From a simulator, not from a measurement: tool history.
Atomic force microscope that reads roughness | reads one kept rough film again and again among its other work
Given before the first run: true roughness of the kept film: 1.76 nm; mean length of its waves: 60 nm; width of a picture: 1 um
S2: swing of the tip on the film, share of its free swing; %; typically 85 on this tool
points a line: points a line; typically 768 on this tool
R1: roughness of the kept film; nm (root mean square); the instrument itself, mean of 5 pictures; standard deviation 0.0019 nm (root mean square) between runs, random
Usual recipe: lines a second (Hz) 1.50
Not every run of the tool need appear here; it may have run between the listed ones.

run 1 hour=0.0 | lines_a_second_(Hz)=1.50 S2=85 points_a_line=768 | R1=1.444
-- hour=22.8 new tip fitted
run 2 hour=37.8 | lines_a_second_(Hz)=1.50 S2=85 points_a_line=613 | R1=1.456
run 3 hour=72.9 | lines_a_second_(Hz)=1.50 S2=85 points_a_line=613 | R1=1.444
run 4 hour=99.4 | lines_a_second_(Hz)=2.39 S2=85 points_a_line=768 | R1=1.313
-- hour=108.6 new tip fitted
run 5 hour=121.3 | lines_a_second_(Hz)=2.39 S2=85 points_a_line=508 | R1=1.326
run 6 hour=159.0 | lines_a_second_(Hz)=1.19 S2=85 points_a_line=768 | R1=1.502
-- hour=193.6 new tip fitted
run 7 hour=193.6 | lines_a_second_(Hz)=1.50 S2=61 points_a_line=768 | R1=1.671
-- hour=197.0 height scale calibrated on a step standard
run 8 hour=215.8 | lines_a_second_(Hz)=1.50 S2=59 points_a_line=815 | R1=1.681
run 9 hour=232.8 | lines_a_second_(Hz)=0.82 S2=76 points_a_line=416 | R1=1.631
run 10 hour=253.2 | lines_a_second_(Hz)=0.69 S2=76 points_a_line=404 | R1=1.644
-- hour=281.1 new tip fitted
run 11 hour=281.1 | lines_a_second_(Hz)=0.69 S2=76 points_a_line=404 | R1=1.662

Below, some changes in R1 between adjacent runs. For each, the amount present without the hidden state too (settings, incoming material, random variation) and the amount remaining for the hidden state with gauge scatter not shared by both compared results:
Hidden conditions of the tool in this case: radius of the tip, nm; height scale over the true one, %; drift of the gauge itself on roughness_nm, %.
Run 5 -> 6: lines a second (Hz) 2.39 -> 1.19, points a line 508 -> 768. R1 +0.176 nm (root mean square): hidden state -0.009, all else +0.185.
Run 10 -> 11: new tip fitted. R1 +0.018 nm (root mean square): hidden state +0.017, all else +0.001.
